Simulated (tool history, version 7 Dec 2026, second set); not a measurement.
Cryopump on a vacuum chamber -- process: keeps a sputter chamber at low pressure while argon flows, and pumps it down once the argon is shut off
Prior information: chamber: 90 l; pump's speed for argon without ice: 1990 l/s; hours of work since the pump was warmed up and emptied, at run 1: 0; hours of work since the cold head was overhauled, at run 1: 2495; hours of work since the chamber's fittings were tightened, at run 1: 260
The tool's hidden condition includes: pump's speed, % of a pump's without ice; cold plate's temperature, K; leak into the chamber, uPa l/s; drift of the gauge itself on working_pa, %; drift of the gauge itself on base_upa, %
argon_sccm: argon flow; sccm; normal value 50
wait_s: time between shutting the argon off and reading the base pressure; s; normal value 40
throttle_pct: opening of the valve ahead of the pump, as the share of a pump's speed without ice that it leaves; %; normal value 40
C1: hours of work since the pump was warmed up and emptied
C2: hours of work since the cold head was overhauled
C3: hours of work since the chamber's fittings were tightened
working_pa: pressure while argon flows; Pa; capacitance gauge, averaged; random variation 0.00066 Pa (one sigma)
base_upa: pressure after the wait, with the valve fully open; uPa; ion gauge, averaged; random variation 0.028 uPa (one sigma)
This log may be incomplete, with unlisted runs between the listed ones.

run 1 hour=0.0 | argon_sccm=50 wait_s=40 throttle_pct=40 | C1=0 C2=2495 C3=260 | working_pa=0.1082 base_upa=1.53
run 2 hour=102.2 | argon_sccm=50 wait_s=41 throttle_pct=40 | C1=88 C2=2583 C3=348 | working_pa=0.1096 base_upa=1.55
run 3 hour=159.3 | argon_sccm=50 wait_s=40 throttle_pct=40 | C1=137 C2=2632 C3=397 | working_pa=0.1103 base_upa=1.66
run 4 hour=215.2 | argon_sccm=50 wait_s=120 throttle_pct=40 | C1=184 C2=2680 C3=445 | working_pa=0.1117 base_upa=0.95
run 5 hour=317.4 | argon_sccm=50 wait_s=40 throttle_pct=36 | C1=272 C2=2767 C3=532 | working_pa=0.1253 base_upa=1.77
run 6 hour=364.6 | argon_sccm=50 wait_s=40 throttle_pct=36 | C1=313 C2=2808 C3=573 | working_pa=0.1249 base_upa=1.90
run 7 hour=412.0 | argon_sccm=50 wait_s=40 throttle_pct=36 | C1=353 C2=2848 C3=613 | working_pa=0.1275 base_upa=1.86
run 8 hour=519.0 | argon_sccm=50 wait_s=72 throttle_pct=40 | C1=445 C2=2940 C3=705 | working_pa=0.1201 base_upa=1.51
run 9 hour=600.5 | argon_sccm=50 wait_s=40 throttle_pct=40 | C1=515 C2=3010 C3=775 | working_pa=0.1204 base_upa=2.20
-- hour=660.7 pump warmed up, emptied and cooled again
run 10 hour=679.2 | argon_sccm=41 wait_s=40 throttle_pct=40 | C1=16 C2=3073 C3=838 | working_pa=0.0887 base_upa=2.07
run 11 hour=741.6 | argon_sccm=50 wait_s=40 throttle_pct=40 | C1=69 C2=3126 C3=892 | working_pa=0.1098 base_upa=2.05
run 12 hour=811.8 | argon_sccm=50 wait_s=40 throttle_pct=40 | C1=130 C2=3187 C3=952 | working_pa=0.1110 base_upa=2.13
run 13 hour=894.6 | argon_sccm=50 wait_s=40 throttle_pct=40 | C1=201 C2=3258 C3=1023 | working_pa=0.1123 base_upa=2.23
run 14 hour=968.7 | argon_sccm=50 wait_s=40 throttle_pct=40 | C1=264 C2=3321 C3=1086 | working_pa=0.1143 base_upa=2.24
run 15 hour=1072.6 | argon_sccm=46 wait_s=40 throttle_pct=26 | C1=353 C2=3410 C3=1175 | working_pa=0.1593 base_upa=2.50
run 16 hour=1143.1 | argon_sccm=21 wait_s=31 throttle_pct=19 | C1=414 C2=3471 C3=1236 | working_pa=0.0988 base_upa=2.84
run 17 hour=1253.2 | argon_sccm=21 wait_s=51 throttle_pct=22 | C1=508 C2=3565 C3=1330 | working_pa=0.0878 base_upa=2.52
-- hour=1326.1 pump warmed up, emptied and cooled again
run 18 hour=1336.3 | argon_sccm=21 wait_s=51 throttle_pct=19 | C1=9 C2=3632 C3=1397 | working_pa=0.0945 base_upa=2.18
-- hour=1368.1 leaking fittings of the chamber tightened, without venting
run 19 hour=1415.7 | argon_sccm=98 wait_s=40 throttle_pct=32 | C1=75 C2=3698 C3=41 | working_pa=0.2684 base_upa=1.34
run 20 hour=1469.2 | argon_sccm=98 wait_s=42 throttle_pct=45 | C1=121 C2=3744 C3=87 | working_pa=0.1929 base_upa=1.35
run 21 hour=1567.3 | argon_sccm=41 wait_s=76 throttle_pct=26 | C1=205 C2=3828 C3=171 | working_pa=0.1383 base_upa=0.97
run 22 hour=1642.3 | argon_sccm=31 wait_s=48 throttle_pct=25 | C1=269 C2=3893 C3=235 | working_pa=0.1105 base_upa=1.35
run 23 hour=1722.9 | argon_sccm=31 wait_s=30 throttle_pct=53 | C1=339 C2=3962 C3=304 | working_pa=0.0561 base_upa=2.04
run 24 hour=1821.0 | argon_sccm=31 wait_s=92 throttle_pct=24 | C1=423 C2=4046 C3=388 | working_pa=0.1167 base_upa=1.11
run 25 hour=1911.4 | argon_sccm=31 wait_s=92 throttle_pct=24 | C1=500 C2=4123 C3=466 | working_pa=0.1199 base_upa=1.28
-- hour=1989.0 pump warmed up, emptied and cooled again
run 26 hour=1989.0 | argon_sccm=31 wait_s=92 throttle_pct=24 | C1=0 C2=4186 C3=528 | working_pa=0.1119 base_upa=1.16
run 27 hour=2054.6 | argon_sccm=34 wait_s=40 throttle_pct=40 | C1=56 C2=4242 C3=584 | working_pa=0.0748 base_upa=1.83

Below are 4 alternative next runs, each starting from the tool's condition after run 27. Predict each:
run A hour=2161.4 | argon_sccm=57 wait_s=40 throttle_pct=40 | C1=148 C2=4333 C3=676 | working_pa=? base_upa=?
run B hour=2161.4 | argon_sccm=63 wait_s=28 throttle_pct=40 | C1=148 C2=4333 C3=676 | working_pa=? base_upa=?
run C hour=2161.4 | argon_sccm=30 wait_s=40 throttle_pct=28 | C1=148 C2=4333 C3=676 | working_pa=? base_upa=?
run D hour=2161.4 | argon_sccm=21 wait_s=213 throttle_pct=42 | C1=148 C2=4333 C3=676 | working_pa=? base_upa=?

run=A working_pa=0.1275 base_upa=1.89
run=B working_pa=0.1408 base_upa=2.42
run=C working_pa=0.0948 base_upa=1.98
run=D working_pa=0.0453 base_upa=0.98
Had the tool no hidden state, the same runs would have come out as:
run=A working_pa=0.1210 base_upa=1.24
run=B working_pa=0.1335 base_upa=1.75
run=C working_pa=0.0913 base_upa=1.30
run=D working_pa=0.0429 base_upa=0.32
